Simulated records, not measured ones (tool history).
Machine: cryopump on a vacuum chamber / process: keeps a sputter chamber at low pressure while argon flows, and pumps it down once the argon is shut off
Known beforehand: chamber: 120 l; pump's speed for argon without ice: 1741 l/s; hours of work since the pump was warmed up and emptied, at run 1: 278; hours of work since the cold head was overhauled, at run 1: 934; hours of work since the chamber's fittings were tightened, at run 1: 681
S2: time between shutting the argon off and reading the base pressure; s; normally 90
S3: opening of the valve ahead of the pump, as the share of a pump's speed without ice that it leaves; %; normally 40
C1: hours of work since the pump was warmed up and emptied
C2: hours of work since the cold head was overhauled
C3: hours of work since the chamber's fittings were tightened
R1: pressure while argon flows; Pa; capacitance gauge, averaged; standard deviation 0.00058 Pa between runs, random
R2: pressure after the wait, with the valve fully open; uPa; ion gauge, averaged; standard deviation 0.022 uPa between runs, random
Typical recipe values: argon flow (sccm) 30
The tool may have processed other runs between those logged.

{"run": 1, "hour": 0.0, "argon flow (sccm)": 30, "S2": 90, "S3": 40, "C1": 278, "C2": 934, "C3": 681, "R1": 0.0772, "R2": 1.02}
{"run": 2, "hour": 62.8, "argon flow (sccm)": 30, "S2": 90, "S3": 40, "C1": 303, "C2": 959, "C3": 706, "R1": 0.0769, "R2": 1.07}
{"run": 3, "hour": 115.2, "argon flow (sccm)": 30, "S2": 90, "S3": 40, "C1": 325, "C2": 980, "C3": 728, "R1": 0.0772, "R2": 1.02}
{"run": 4, "hour": 172.6, "argon flow (sccm)": 30, "S2": 31, "S3": 40, "C1": 348, "C2": 1004, "C3": 751, "R1": 0.0779, "R2": 1.91}
{"run": 5, "hour": 208.5, "argon flow (sccm)": 30, "S2": 31, "S3": 40, "C1": 363, "C2": 1018, "C3": 766, "R1": 0.078, "R2": 2.01}
{"run": 6, "hour": 245.5, "argon flow (sccm)": 30, "S2": 90, "S3": 40, "C1": 378, "C2": 1033, "C3": 781, "R1": 0.0785, "R2": 1.14}
{"run": 7, "hour": 277.8, "argon flow (sccm)": 30, "S2": 90, "S3": 40, "C1": 391, "C2": 1046, "C3": 794, "R1": 0.079, "R2": 1.07}
{"run": 8, "hour": 325.0, "argon flow (sccm)": 27, "S2": 90, "S3": 40, "C1": 410, "C2": 1066, "C3": 813, "R1": 0.07, "R2": 1.14}
{"run": 9, "hour": 371.3, "argon flow (sccm)": 27, "S2": 90, "S3": 40, "C1": 429, "C2": 1084, "C3": 832, "R1": 0.0712, "R2": 1.14}
{"run": 10, "hour": 430.3, "argon flow (sccm)": 47, "S2": 90, "S3": 16, "C1": 453, "C2": 1108, "C3": 856, "R1": 0.296, "R2": 1.18}
{"run": 11, "hour": 476.8, "argon flow (sccm)": 19, "S2": 287, "S3": 40, "C1": 472, "C2": 1127, "C3": 875, "R1": 0.051, "R2": 0.86}
{"run": 12, "hour": 540.3, "argon flow (sccm)": 29, "S2": 90, "S3": 30, "C1": 497, "C2": 1153, "C3": 900, "R1": 0.1008, "R2": 1.18}
{"run": 13, "hour": 585.3, "argon flow (sccm)": 29, "S2": 90, "S3": 30, "C1": 516, "C2": 1171, "C3": 919, "R1": 0.1019, "R2": 1.19}
{"run": 14, "hour": 644.8, "argon flow (sccm)": 20, "S2": 76, "S3": 44, "C1": 540, "C2": 1196, "C3": 943, "R1": 0.0499, "R2": 1.33}
{"run": 15, "hour": 702.3, "argon flow (sccm)": 14, "S2": 36, "S3": 21, "C1": 563, "C2": 1219, "C3": 966, "R1": 0.069, "R2": 2.05}
{"run": 16, "hour": 732.2, "argon flow (sccm)": 14, "S2": 36, "S3": 21, "C1": 575, "C2": 1231, "C3": 978, "R1": 0.068, "R2": 2.03}
{"run": 17, "hour": 798.2, "argon flow (sccm)": 14, "S2": 36, "S3": 21, "C1": 602, "C2": 1258, "C3": 1005, "R1": 0.0696, "R2": 1.99}

Had the tool no unlogged condition, and each run kept its random variation, what would the results have been?
Hidden state at play: pump's speed, % of a pump's without ice; cold plate's temperature, K; leak into the chamber, uPa l/s; drift of the gauge itself on working_pa, %; drift of the gauge itself on base_upa, %.
run=1 R1=0.0734 R2=0.64
run=2 R1=0.0726 R2=0.66
run=3 R1=0.0726 R2=0.61
run=4 R1=0.0728 R2=1.49
run=5 R1=0.0727 R2=1.57
run=6 R1=0.0729 R2=0.68
run=7 R1=0.0733 R2=0.62
run=8 R1=0.0645 R2=0.66
run=9 R1=0.0653 R2=0.65
run=10 R1=0.2851 R2=0.66
run=11 R1=0.0463 R2=0.31
run=12 R1=0.0932 R2=0.63
run=13 R1=0.0939 R2=0.63
run=14 R1=0.044 R2=0.73
run=15 R1=0.0647 R2=1.42
run=16 R1=0.0635 R2=1.39
run=17 R1=0.0648 R2=1.33
